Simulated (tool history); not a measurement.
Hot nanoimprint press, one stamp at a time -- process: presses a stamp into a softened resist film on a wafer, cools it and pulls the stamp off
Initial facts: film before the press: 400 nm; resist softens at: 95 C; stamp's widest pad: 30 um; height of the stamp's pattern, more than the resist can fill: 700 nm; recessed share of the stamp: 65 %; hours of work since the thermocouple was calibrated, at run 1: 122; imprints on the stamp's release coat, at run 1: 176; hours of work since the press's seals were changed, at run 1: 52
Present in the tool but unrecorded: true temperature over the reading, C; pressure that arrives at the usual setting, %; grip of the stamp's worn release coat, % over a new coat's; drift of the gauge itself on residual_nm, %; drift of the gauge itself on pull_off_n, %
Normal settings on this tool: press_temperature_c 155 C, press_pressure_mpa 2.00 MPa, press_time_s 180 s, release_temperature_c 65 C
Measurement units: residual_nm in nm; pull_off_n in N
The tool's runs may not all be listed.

| run | day | press_temperature_c | press_pressure_mpa | press_time_s | release_temperature_c | hours of work since the thermocouple was calibrated | imprints on the stamp's release coat | hours of work since the press's seals were changed | residual_nm | pull_off_n |
|---|---|---|---|---|---|---|---|---|---|---|
| 1 | 0.000 | 155 | 2.00 | 180 | 65 | 122 | 176 | 52 | 229.7 | 152 |
| 2 | 0.675 | 155 | 2.00 | 180 | 65 | 129 | 224 | 59 | 230.8 | 160 |
| 3 | 1.725 | 155 | 2.00 | 180 | 65 | 141 | 298 | 71 | 231.1 | 157 |
| 4 | 2.725 | 155 | 2.00 | 180 | 65 | 152 | 369 | 82 | 231.3 | 154 |
| 5 | 4.133 | 155 | 1.79 | 180 | 65 | 167 | 469 | 97 | 241.3 | 162 |
| 6 | 4.921 | 155 | 1.79 | 180 | 65 | 176 | 524 | 106 | 241.9 | 161 |
| 7 | 6.350 | 155 | 1.79 | 180 | 65 | 192 | 626 | 121 | 241.4 | 159 |
| 8 | 6.975 | 155 | 1.79 | 180 | 65 | 198 | 670 | 128 | 241.8 | 164 |
| 9 | 7.950 | 155 | 2.00 | 180 | 65 | 209 | 739 | 139 | 232.1 | 171 |
|  | 8.188 | plate thermocouple calibrated |
|  | 8.921 | stamp cleaned and given a new release coat |
| 10 | 9.492 | 155 | 2.00 | 180 | 65 | 12 | 40 | 152 | 237.0 | 152 |
| 11 | 10.446 | 155 | 2.00 | 180 | 65 | 22 | 108 | 162 | 235.8 | 152 |
| 12 | 11.325 | 155 | 2.00 | 180 | 65 | 32 | 170 | 172 | 237.0 | 156 |
| 13 | 11.912 | 155 | 2.00 | 180 | 65 | 38 | 212 | 178 | 238.9 | 154 |
| 14 | 12.558 | 155 | 2.00 | 180 | 65 | 45 | 257 | 185 | 236.1 | 158 |
| 15 | 13.317 | 155 | 2.00 | 180 | 65 | 54 | 311 | 194 | 239.7 | 158 |
| 16 | 14.308 | 158 | 3.12 | 196 | 72 | 64 | 381 | 204 | 169.8 | 150 |
|  | 15.058 | plate thermocouple calibrated, once more |
| 17 | 15.596 | 159 | 2.91 | 180 | 63 | 6 | 464 | 217 | 158.0 | 162 |
| 18 | 16.738 | 159 | 2.91 | 180 | 63 | 18 | 545 | 230 | 160.2 | 164 |
| 19 | 17.688 | 159 | 2.91 | 180 | 63 | 29 | 612 | 240 | 161.9 | 166 |
| 20 | 18.779 | 155 | 2.91 | 180 | 63 | 41 | 689 | 252 | 194.5 | 169 |
|  | 20.338 | stamp cleaned and given a new release coat |
| 21 | 20.396 | 150 | 2.00 | 180 | 70 | 56 | 4 | 267 | 270.7 | 139 |
| 22 | 20.983 | 145 | 2.30 | 97 | 68 | 62 | 46 | 274 | 339.0 | 144 |
| 23 | 21.879 | 155 | 2.00 | 162 | 65 | 72 | 109 | 283 | 231.5 | 151 |
| 24 | 23.000 | 166 | 2.00 | 162 | 51 | 84 | 188 | 296 | 149.4 | 175 |
| 25 | 24.008 | 166 | 2.00 | 162 | 51 | 95 | 260 | 307 | 151.2 | 177 |
| 26 | 25.162 | 149 | 2.33 | 162 | 51 | 108 | 341 | 319 | 278.1 | 178 |
| 27 | 26.596 | 149 | 2.33 | 162 | 51 | 124 | 443 | 335 | 278.1 | 180 |
| 28 | 27.425 | 149 | 2.33 | 162 | 51 | 133 | 502 | 344 | 279.7 | 184 |
| 29 | 28.821 | 149 | 2.33 | 162 | 51 | 148 | 601 | 360 | 280.9 | 192 |
| 30 | 29.558 | 166 | 1.76 | 310 | 71 | 156 | 653 | 368 | 125.9 | 152 |

What would each run have given without the hidden state, its run-to-run variation left as it was?
| run | residual_nm | pull_off_n |
|---|---|---|
| 1 | 221.5 | 146 |
| 2 | 222.2 | 153 |
| 3 | 221.9 | 148 |
| 4 | 221.6 | 144 |
| 5 | 230.9 | 148 |
| 6 | 231.1 | 146 |
| 7 | 229.9 | 142 |
| 8 | 229.9 | 145 |
| 9 | 219.7 | 150 |
| 10 | 221.7 | 149 |
| 11 | 220.2 | 146 |
| 12 | 220.8 | 149 |
| 13 | 222.3 | 146 |
| 14 | 219.2 | 148 |
| 15 | 222.3 | 148 |
| 16 | 154.4 | 138 |
| 17 | 156.2 | 150 |
| 18 | 157.8 | 150 |
| 19 | 159.1 | 150 |
| 20 | 190.7 | 151 |
| 21 | 266.8 | 138 |
| 22 | 335.8 | 143 |
| 23 | 226.9 | 148 |
| 24 | 145.5 | 169 |
| 25 | 146.9 | 169 |
| 26 | 271.1 | 168 |
| 27 | 270.3 | 166 |
| 28 | 271.3 | 169 |
| 29 | 271.7 | 174 |
| 30 | 120.6 | 136 |
